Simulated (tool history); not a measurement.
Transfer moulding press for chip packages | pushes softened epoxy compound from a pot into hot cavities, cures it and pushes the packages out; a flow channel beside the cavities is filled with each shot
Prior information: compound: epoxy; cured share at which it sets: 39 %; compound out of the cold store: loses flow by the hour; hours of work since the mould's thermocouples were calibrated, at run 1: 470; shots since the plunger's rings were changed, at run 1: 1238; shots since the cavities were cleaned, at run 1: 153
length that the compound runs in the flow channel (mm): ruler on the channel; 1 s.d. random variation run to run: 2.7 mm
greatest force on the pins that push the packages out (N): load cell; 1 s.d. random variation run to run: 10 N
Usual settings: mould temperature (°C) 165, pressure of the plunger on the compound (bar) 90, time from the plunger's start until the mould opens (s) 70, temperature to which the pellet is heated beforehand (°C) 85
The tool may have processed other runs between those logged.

run   hour  mould temperature (°C)  pressure of the plunger on the compound (bar)  time from the plunger's start until the mould opens (s)  temperature to which the pellet is heated beforehand (°C)  hours of work since the mould's thermocouples were calibrated  shots since the plunger's rings were changed  shots since the cavities were cleaned  incoming compound's hours out of the cold store  length that the compound runs in the flow channel (mm)  greatest force on the pins that push the packages out (N)
  1      0                     165                                             90                                                       70                                                         85                                                            470                                          1238                                    153                                             16.4                                                     784                                                        567
  2   18.2                     165                                             90                                                       70                                                         82                                                            482                                          1511                                    426                                             29.8                                                     754                                                        735
      32.8  -- cavities cleaned with cleaning compound and waxed
  3   58.7                     165                                             90                                                       70                                                         82                                                            508                                          2100                                    391                                             12.4                                                     791                                                        785
      76.2  -- cavities cleaned with cleaning compound and waxed
        80  -- mould's thermocouples calibrated
  4  103.7                     165                                             90                                                       57                                                         82                                                             16                                          2724                                    384                                             32.1                                                     744                                                       1205
     121.5  -- cavities cleaned with cleaning compound and waxed
  5  124.3                     165                                             90                                                       57                                                         82                                                             29                                          3011                                     41                                             19.3                                                     765                                                        912
     164.3  -- cavities cleaned with cleaning compound and waxed
  6  167.2                     165                                             90                                                       70                                                         85                                                             57                                          3636                                     45                                             18.4                                                     765                                                        527
       207  -- cavities cleaned with cleaning compound and waxed
  7  210.1                     165                                             90                                                       70                                                         85                                                             85                                          4259                                     46                                             16.9                                                     767                                                        528
  8  233.2                     165                                             90                                                       70                                                         85                                                            101                                          4607                                    394                                              8.4                                                     783                                                        764
     250.7  -- cavities cleaned with cleaning compound and waxed
  9  258.2                     165                                             90                                                       70                                                         85                                                            116                                          4961                                    112                                             41.1                                                     715                                                        573
 10  278.1                     165                                             90                                                       70                                                         85                                                            130                                          5260                                    411                                             44.8                                                     708                                                        732
     294.4  -- cavities cleaned with cleaning compound and waxed
 11  313.9                     165                                             90                                                       70                                                         85                                                            153                                          5778                                    294                                             34.5                                                     727                                                        667
     337.9  -- cavities cleaned with cleaning compound and waxed
 12  351.3                     165                                             90                                                       70                                                         85                                                            177                                          6319                                    202                                             43.8                                                     708                                                        629
     382.8  -- cavities cleaned with cleaning compound and waxed
     392.3  -- plunger's sealing rings changed
 13  396.6                     165                                             90                                                       70                                                         85                                                            205                                            65                                    169                                             36.2                                                     752                                                        628
     429.3  -- cavities cleaned with cleaning compound and waxed
 14  432.1                     165                                             90                                                       70                                                         85                                                            228                                           577                                     42                                             30.1                                                     760                                                        507
 15  458.1                     171                                             90                                                       53                                                         81                                                            246                                           969                                    434                                             10.3                                                     781                                                       1109
     472.6  -- cavities cleaned with cleaning compound and waxed
 16  491.5                     171                                             90                                                       53                                                         76                                                            268                                          1451                                    286                                             28.6                                                     745                                                        965
     516.8  -- cavities cleaned with cleaning compound and waxed
 17  527.9                     165                                             90                                                       77                                                         85                                                            291                                          1975                                    167                                             23.8                                                     765                                                        538
 18  555.7                     165                                             90                                                       77                                                         84                                                            310                                          2394                                    586                                             22.1                                                     762                                                        689
     560.8  -- cavities cleaned with cleaning compound and waxed
 19  584.6                     163                                             90                                                       66                                                         77                                                            329                                          2807                                    359                                             30.9                                                     755                                                        968
     603.9  -- cavities cleaned with cleaning compound and waxed
 20  603.9                     167                                           91.6                                                       70                                                         85                                                            341                                          3075                                      0                                             33.2                                                     748                                                        410
 21  636.8                     167                                           91.6                                                       70                                                         85                                                            363                                          3571                                    496                                             43.2                                                     721                                                        702
     647.5  -- cavities cleaned with cleaning compound and waxed
 22  659.5                     167                                           91.6                                                       70                                                         85                                                            377                                          3890                                    180                                             11.4                                                     785                                                        578
 23  684.8                     171                                          100.6                                                       61                                                         90                                                            394                                          4271                                    561                                             23.6                                                     781                                                        756
     691.3  -- cavities cleaned with cleaning compound and waxed
 24  716.1                     171                                          100.6                                                       61                                                         90                                                            414                                          4721                                    374                                             19.1                                                     787                                                        676
     735.3  -- cavities cleaned with cleaning compound and waxed
 25  743.4                     171                                           86.5                                                       61                                                         75                                                            432                                          5108                                    122                                             28.7                                                     713                                                        588
 26  762.6                     165                                             72                                                       77                                                         82                                                            445                                          5398                                    412                                             46.2                                                     632                                                        626
     781.7  -- cavities cleaned with cleaning compound and waxed
 27    783                     166                                          101.8                                                       70                                                         85                                                            458                                          5682                                     19                                             28.7                                                     782                                                        464

Below are 4 alternative next runs, each starting from the tool's condition after run 27. Predict each:
  A  802.2                     166                                           79.8                                                       70                                                         85                                                            471                                          5972                                    309                                             35.4                                                       ?                                                          ?
  B  802.2                     170                                           78.3                                                       70                                                         77                                                            471                                          5972                                    309                                             45.2                                                       ?                                                          ?
  C  802.2                     166                                           89.8                                                       70                                                         85                                                            471                                          5972                                    309                                               25                                                       ?                                                          ?
  D  802.2                     166                                           92.2                                                       70                                                         85                                                            471                                          5972                                    309                                             40.9                                                       ?                                                          ?

run  length that the compound runs in the flow channel (mm)  greatest force on the pins that push the packages out (N)
  A                                                     682                                                        650
  B                                                     649                                                        560
  C                                                     741                                                        638
  D                                                     719                                                        636
Stripped of hidden state, with their random variation kept, the same runs would have yielded:
run  length that the compound runs in the flow channel (mm)  greatest force on the pins that push the packages out (N)
  A                                                     709                                                        449
  B                                                     674                                                        382
  C                                                     770                                                        440
  D                                                     748                                                        441
